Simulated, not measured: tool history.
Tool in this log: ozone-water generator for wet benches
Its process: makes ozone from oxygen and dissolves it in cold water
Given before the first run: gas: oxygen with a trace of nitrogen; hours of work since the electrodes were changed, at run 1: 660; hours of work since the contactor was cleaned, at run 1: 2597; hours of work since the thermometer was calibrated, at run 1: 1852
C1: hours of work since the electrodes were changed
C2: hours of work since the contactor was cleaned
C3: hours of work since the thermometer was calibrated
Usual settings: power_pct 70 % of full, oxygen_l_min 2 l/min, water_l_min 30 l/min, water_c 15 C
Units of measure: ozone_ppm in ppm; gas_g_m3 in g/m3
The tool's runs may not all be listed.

{"run": 1, "hour": 0.0, "power_pct": 70, "oxygen_l_min": 2, "water_l_min": 30, "water_c": 15, "C1": 660, "C2": 2597, "C3": 1852, "ozone_ppm": 6.9, "gas_g_m3": 165.1}
{"run": 2, "hour": 26.7, "power_pct": 70, "oxygen_l_min": 2, "water_l_min": 30, "water_c": 15, "C1": 678, "C2": 2615, "C3": 1870, "ozone_ppm": 6.9, "gas_g_m3": 166.4}
{"run": 3, "hour": 41.8, "power_pct": 70, "oxygen_l_min": 2, "water_l_min": 30, "water_c": 15, "C1": 688, "C2": 2625, "C3": 1880, "ozone_ppm": 6.8, "gas_g_m3": 166.1}
{"run": 4, "hour": 62.5, "power_pct": 70, "oxygen_l_min": 2, "water_l_min": 30, "water_c": 15, "C1": 702, "C2": 2639, "C3": 1894, "ozone_ppm": 7, "gas_g_m3": 167.5}
{"run": 5, "hour": 83.9, "power_pct": 70, "oxygen_l_min": 2, "water_l_min": 30, "water_c": 15, "C1": 717, "C2": 2653, "C3": 1909, "ozone_ppm": 6.8, "gas_g_m3": 165.3}
{"run": 6, "hour": 108.8, "power_pct": 89, "oxygen_l_min": 2, "water_l_min": 30, "water_c": 15, "C1": 734, "C2": 2670, "C3": 1926, "ozone_ppm": 8.6, "gas_g_m3": 200.9}
{"run": 7, "hour": 126.1, "power_pct": 66, "oxygen_l_min": 2, "water_l_min": 30, "water_c": 15, "C1": 745, "C2": 2682, "C3": 1937, "ozone_ppm": 6.6, "gas_g_m3": 159.6}
{"run": 8, "hour": 150.9, "power_pct": 66, "oxygen_l_min": 2, "water_l_min": 30, "water_c": 15, "C1": 762, "C2": 2699, "C3": 1954, "ozone_ppm": 6.5, "gas_g_m3": 157}
{"run": 9, "hour": 169.3, "power_pct": 70, "oxygen_l_min": 2, "water_l_min": 30, "water_c": 15, "C1": 775, "C2": 2711, "C3": 1967, "ozone_ppm": 7, "gas_g_m3": 165.7}
{"run": 10, "hour": 189.1, "power_pct": 60, "oxygen_l_min": 2.3, "water_l_min": 30, "water_c": 15, "C1": 788, "C2": 2725, "C3": 1980, "ozone_ppm": 6.4, "gas_g_m3": 139.2}
{"run": 11, "hour": 204.2, "power_pct": 51, "oxygen_l_min": 1.26, "water_l_min": 35, "water_c": 10, "C1": 798, "C2": 2735, "C3": 1990, "ozone_ppm": 3.7, "gas_g_m3": 159.1}
{"run": 12, "hour": 219.5, "power_pct": 70, "oxygen_l_min": 1.66, "water_l_min": 30, "water_c": 15, "C1": 808, "C2": 2745, "C3": 2001, "ozone_ppm": 6.3, "gas_g_m3": 177.9}
{"run": 13, "hour": 247.3, "power_pct": 70, "oxygen_l_min": 2, "water_l_min": 30, "water_c": 11, "C1": 827, "C2": 2764, "C3": 2019, "ozone_ppm": 7, "gas_g_m3": 165.3}
{"run": 14, "hour": 274.7, "power_pct": 79, "oxygen_l_min": 2, "water_l_min": 30, "water_c": 15, "C1": 846, "C2": 2782, "C3": 2038, "ozone_ppm": 7.5, "gas_g_m3": 181.1}
{"run": 15, "hour": 304.3, "power_pct": 93, "oxygen_l_min": 3.4, "water_l_min": 19, "water_c": 10, "C1": 866, "C2": 2802, "C3": 2058, "ozone_ppm": 16.2, "gas_g_m3": 162.4}
{"run": 16, "hour": 333.8, "power_pct": 56, "oxygen_l_min": 1.94, "water_l_min": 21, "water_c": 15, "C1": 886, "C2": 2822, "C3": 2078, "ozone_ppm": 8.2, "gas_g_m3": 140.1}
{"run": 17, "hour": 359.4, "power_pct": 56, "oxygen_l_min": 1.94, "water_l_min": 30, "water_c": 14, "C1": 903, "C2": 2840, "C3": 2095, "ozone_ppm": 5.8, "gas_g_m3": 139.2}

Here are 4 independent what-if runs from the current tool condition. What would each one return?
{"run": "A", "hour": 386.4, "power_pct": 70, "oxygen_l_min": 1.43, "water_l_min": 30, "water_c": 15, "C1": 921, "C2": 2858, "C3": 2113, "ozone_ppm": "?", "gas_g_m3": "?"}
{"run": "B", "hour": 386.4, "power_pct": 56, "oxygen_l_min": 1.94, "water_l_min": 39, "water_c": 14, "C1": 921, "C2": 2858, "C3": 2113, "ozone_ppm": "?", "gas_g_m3": "?"}
{"run": "C", "hour": 386.4, "power_pct": 70, "oxygen_l_min": 2, "water_l_min": 30, "water_c": 14, "C1": 921, "C2": 2858, "C3": 2113, "ozone_ppm": "?", "gas_g_m3": "?"}
{"run": "D", "hour": 386.4, "power_pct": 56, "oxygen_l_min": 1.94, "water_l_min": 30, "water_c": 22, "C1": 921, "C2": 2858, "C3": 2113, "ozone_ppm": "?", "gas_g_m3": "?"}

run=A ozone_ppm=5.9 gas_g_m3=187.7
run=B ozone_ppm=4.4 gas_g_m3=138.5
run=C ozone_ppm=6.9 gas_g_m3=163.1
run=D ozone_ppm=5.5 gas_g_m3=138.5
What these runs would have given with no unlogged condition in the tool:
run=A ozone_ppm=5.9 gas_g_m3=192.2
run=B ozone_ppm=4.4 gas_g_m3=141.8
run=C ozone_ppm=6.9 gas_g_m3=167
run=D ozone_ppm=5.5 gas_g_m3=141.8
